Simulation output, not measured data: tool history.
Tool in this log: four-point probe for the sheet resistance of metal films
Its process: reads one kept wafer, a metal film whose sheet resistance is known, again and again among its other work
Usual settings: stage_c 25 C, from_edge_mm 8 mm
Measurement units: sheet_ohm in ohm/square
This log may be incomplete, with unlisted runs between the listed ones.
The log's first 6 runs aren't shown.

run,hour,stage_c,from_edge_mm,sheet_ohm
7,209.9,25,55,0.127760
8,249.4,20,8,0.127844
9,274.0,20,8,0.127839
10,294.5,25,24,0.127749
11,336.9,25,24,0.127737
12,374.7,25,24,0.127761
13,404.0,25,24,0.127689
14,430.2,30,8,0.128136
15,465.3,25,8,0.127919
16,507.0,25,49,0.127615
17,540.3,25,37,0.127581
18,569.9,21,8,0.127710
19,607.1,19,11,0.127470
20,647.3,21,8,0.127636
21,671.8,21,8,0.127639
22,696.6,20,19,0.127458
23,715.7,27,3,0.129442
24,737.7,28,26,0.127621
25,767.0,27,11,0.127664
26,797.8,32,26,0.127660
27,826.9,18,24,0.127256
28,857.7,28,43,0.127558

Run 29 has not been measured yet. What should we expect?
29,894.7,29,5,?

sheet_ohm: 0.128219 ohm/square
With the hidden condition absent and the run-to-run variation left alone, this run would have shown sheet_ohm 0.128481 ohm/square.

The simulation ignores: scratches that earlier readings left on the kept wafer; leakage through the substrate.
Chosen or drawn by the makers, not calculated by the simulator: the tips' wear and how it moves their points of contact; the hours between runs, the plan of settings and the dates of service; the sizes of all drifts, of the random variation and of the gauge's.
